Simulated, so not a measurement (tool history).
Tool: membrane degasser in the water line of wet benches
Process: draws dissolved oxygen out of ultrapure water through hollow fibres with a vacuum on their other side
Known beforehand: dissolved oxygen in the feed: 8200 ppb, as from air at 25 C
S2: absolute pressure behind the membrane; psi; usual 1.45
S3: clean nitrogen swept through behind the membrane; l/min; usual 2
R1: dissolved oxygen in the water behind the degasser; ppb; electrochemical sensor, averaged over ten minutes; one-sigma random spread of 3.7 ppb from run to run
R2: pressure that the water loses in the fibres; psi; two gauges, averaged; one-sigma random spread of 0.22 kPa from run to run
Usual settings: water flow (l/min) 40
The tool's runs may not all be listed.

Run 1, hour 0: usual settings. Result: R1 373.8 ppb, R2 7.781 psi.
Run 2, hour 79.5: usual settings. Result: R1 367 ppb, R2 7.784 psi.
Run 3, hour 206.3: usual settings. Result: R1 374.9 ppb, R2 7.815 psi.
Run 4, hour 307: usual settings but water flow (l/min) 27. Result: R1 228.4 ppb, R2 5.324 psi.
Run 5, hour 407.1: usual settings but water flow (l/min) 27. Result: R1 223.9 ppb, R2 5.361 psi.
Run 6, hour 560.6: usual settings. Result: R1 374.5 ppb, R2 7.9 psi.
Run 7, hour 675.4: usual settings. Result: R1 372.9 ppb, R2 7.977 psi.
Run 8, hour 799.2: usual settings but S2 1.03 psi. Result: R1 252.8 ppb, R2 7.954 psi.
Run 9, hour 879.7: usual settings but S2 1.03 psi. Result: R1 249.4 ppb, R2 8.005 psi.
Run 10, hour 1017.8: usual settings but water flow (l/min) 55, S2 1.19 psi, S3 1.04 l/min. Result: R1 660.1 ppb, R2 11.003 psi.
Run 11, hour 1141.9: usual settings but S2 1.07 psi, S3 1.12 l/min. Result: R1 373.6 ppb, R2 7.992 psi.
Run 12, hour 1241: usual settings but water flow (l/min) 32, S2 1.94 psi, S3 5.6 l/min. Result: R1 177.2 ppb, R2 6.424 psi.
At hour 1280.3: gauge calibrated.
Run 13, hour 1361.3: usual settings but water flow (l/min) 33, S2 1.94 psi, S3 5.6 l/min. Result: R1 186.5 ppb, R2 6.512 psi.
Run 14, hour 1475.1: usual settings but water flow (l/min) 28. Result: R1 237.9 ppb, R2 5.456 psi.
Run 15, hour 1557.6: usual settings but water flow (l/min) 25, S2 2.63 psi, S3 1.89 l/min. Result: R1 448.2 ppb, R2 4.921 psi.
Run 16, hour 1708.6: usual settings but water flow (l/min) 27, S3 5.13 l/min. Result: R1 106.2 ppb, R2 5.349 psi.

Branching from run 16: 3 alternative next runs. What would each branch give?
Run A, hour 1837.2: usual settings but S2 3.28 psi. Result: R1 ?, R2 ?.
Run B, hour 1837.2: usual settings but water flow (l/min) 27, S3 1 l/min. Result: R1 ?, R2 ?.
Run C, hour 1837.2: usual settings but S3 0.95 l/min. Result: R1 ?, R2 ?.

run     R1     R2
  A  847.4  7.952
  B  401.2  5.327
  C  609.2  7.871
With no hidden state in the tool, these same runs would have given:
run     R1     R2
  A    847  7.854
  B  400.8  5.261
  C  608.6  7.774

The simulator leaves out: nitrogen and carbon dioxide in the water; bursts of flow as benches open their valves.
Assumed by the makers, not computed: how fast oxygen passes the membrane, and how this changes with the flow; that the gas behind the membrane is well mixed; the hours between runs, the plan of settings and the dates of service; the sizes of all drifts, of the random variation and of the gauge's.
